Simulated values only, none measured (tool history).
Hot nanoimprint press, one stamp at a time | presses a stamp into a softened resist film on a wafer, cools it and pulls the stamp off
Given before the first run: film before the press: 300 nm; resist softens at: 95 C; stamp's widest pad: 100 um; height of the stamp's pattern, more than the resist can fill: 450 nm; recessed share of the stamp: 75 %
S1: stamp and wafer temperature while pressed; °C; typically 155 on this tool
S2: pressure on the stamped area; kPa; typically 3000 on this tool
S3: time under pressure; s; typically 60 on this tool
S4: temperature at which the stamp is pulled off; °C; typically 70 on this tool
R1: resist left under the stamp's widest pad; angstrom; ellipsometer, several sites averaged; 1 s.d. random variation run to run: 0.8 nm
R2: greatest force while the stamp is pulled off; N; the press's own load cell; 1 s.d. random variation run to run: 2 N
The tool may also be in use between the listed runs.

run	hour	S1	S2	S3	S4	R1	R2
1	0	155	3000	60	70	1833	201
2	12.4	157	3000	60	70	1675	203
3	24.6	157	3000	60	70	1670	202
4	34.7	157	3000	60	70	1702	208
5	44.7	157	3000	60	70	1677	209
6	54	157	3000	60	70	1690	205
7	64.7	157	3000	60	70	1689	209
8	75.8	152	3000	60	70	2094	217
9	81.8	152	3000	60	70	2092	216
10	89.1	159	3000	60	70	1548	218
11	98.7	159	3000	60	70	1535	218
12	105.3	159	3000	60	70	1551	219
13	116.1	159	3000	60	70	1549	217
14	124.7	155	3000	60	77	1853	177
# hour 136.2: stamp cleaned and given a new release coat
15	142.1	155	3000	60	60	1858	251
16	150.1	155	3000	60	72	1864	184

What does the tool deliver on the next run?
17	160.5	152	3330	118	66	?	?

R1: 1671 angstrom
R2: 219 N
With the hidden condition absent and the run-to-run variation left alone, this run would have shown R1 1574 angstrom, R2 209 N.

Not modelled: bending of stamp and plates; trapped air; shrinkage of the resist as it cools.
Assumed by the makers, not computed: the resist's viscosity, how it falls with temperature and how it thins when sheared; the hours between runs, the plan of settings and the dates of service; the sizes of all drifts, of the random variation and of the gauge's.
